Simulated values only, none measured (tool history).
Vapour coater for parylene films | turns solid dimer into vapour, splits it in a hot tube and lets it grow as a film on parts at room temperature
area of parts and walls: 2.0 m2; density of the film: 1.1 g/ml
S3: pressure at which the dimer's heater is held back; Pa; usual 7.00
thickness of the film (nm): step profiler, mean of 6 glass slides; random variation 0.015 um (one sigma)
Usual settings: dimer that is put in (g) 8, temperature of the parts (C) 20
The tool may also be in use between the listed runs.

Run 1, hour 0.0: usual settings. Result: thickness of the film (nm) 2410.
Run 2, hour 45.0: usual settings but dimer that is put in (g) 5. Result: thickness of the film (nm) 1500.
Run 3, hour 98.3: usual settings but temperature of the parts (C) 16. Result: thickness of the film (nm) 2710.
Run 4, hour 150.9: usual settings but temperature of the parts (C) 16. Result: thickness of the film (nm) 2660.
Run 5, hour 176.8: usual settings but temperature of the parts (C) 16. Result: thickness of the film (nm) 2660.
Run 6, hour 221.0: usual settings but temperature of the parts (C) 16. Result: thickness of the film (nm) 2620.
Run 7, hour 274.6: usual settings but temperature of the parts (C) 16. Result: thickness of the film (nm) 2570.
Run 8, hour 312.7: usual settings but temperature of the parts (C) 16. Result: thickness of the film (nm) 2560.
At hour 335.6: trap's valve overhauled.
Run 9, hour 356.8: usual settings but temperature of the parts (C) 16. Result: thickness of the film (nm) 2810.
Run 10, hour 398.2: usual settings but temperature of the parts (C) 16. Result: thickness of the film (nm) 2760.
Run 11, hour 439.6: usual settings but temperature of the parts (C) 16. Result: thickness of the film (nm) 2750.
Run 12, hour 461.8: usual settings but temperature of the parts (C) 25. Result: thickness of the film (nm) 2020.
Run 13, hour 504.1: usual settings but temperature of the parts (C) 25. Result: thickness of the film (nm) 1990.
Run 14, hour 535.3: usual settings but temperature of the parts (C) 25, S3 11.91 Pa. Result: thickness of the film (nm) 1810.
Run 15, hour 557.1: usual settings but temperature of the parts (C) 25, S3 11.91 Pa. Result: thickness of the film (nm) 1780.
Run 16, hour 592.0: usual settings but temperature of the parts (C) 14. Result: thickness of the film (nm) 2830.
Run 17, hour 640.5: usual settings but temperature of the parts (C) 14. Result: thickness of the film (nm) 2770.
Run 18, hour 671.8: usual settings but temperature of the parts (C) 14. Result: thickness of the film (nm) 2780.
Run 19, hour 699.8: usual settings but temperature of the parts (C) 14. Result: thickness of the film (nm) 2730.
At hour 713.1: trap's valve overhauled.
Run 20, hour 741.0: usual settings but temperature of the parts (C) 14. Result: thickness of the film (nm) 2950.
Run 21, hour 777.4: usual settings but dimer that is put in (g) 12, temperature of the parts (C) 19, S3 5.03 Pa. Result: thickness of the film (nm) 3930.
Run 22, hour 811.2: usual settings but dimer that is put in (g) 12, temperature of the parts (C) 16, S3 8.59 Pa. Result: thickness of the film (nm) 3920.
Run 23, hour 835.3: usual settings but dimer that is put in (g) 9, temperature of the parts (C) 15, S3 2.08 Pa. Result: thickness of the film (nm) 3860.
Run 24, hour 886.3: usual settings but dimer that is put in (g) 9, temperature of the parts (C) 15, S3 5.17 Pa. Result: thickness of the film (nm) 3270.
Run 25, hour 929.5: usual settings but dimer that is put in (g) 3, temperature of the parts (C) 14. Result: thickness of the film (nm) 1070.
Run 26, hour 980.1: usual settings but dimer that is put in (g) 11, temperature of the parts (C) 14, S3 2.82 Pa. Result: thickness of the film (nm) 4450.

Forecast each of these 3 alternatives for the next run:
Run A, hour 1017.5: usual settings but dimer that is put in (g) 6. Result: thickness of the film (nm) ?.
Run B, hour 1017.5: usual settings but temperature of the parts (C) 28. Result: thickness of the film (nm) ?.
Run C, hour 1017.5: usual settings but dimer that is put in (g) 11, temperature of the parts (C) 14. Result: thickness of the film (nm) ?.

run  thickness of the film (nm)
  A                        1700
  B                        1720
  C                        3790
Without the tool's hidden state the same runs would have given:
run  thickness of the film (nm)
  A                        1870
  B                        1900
  C                        4180
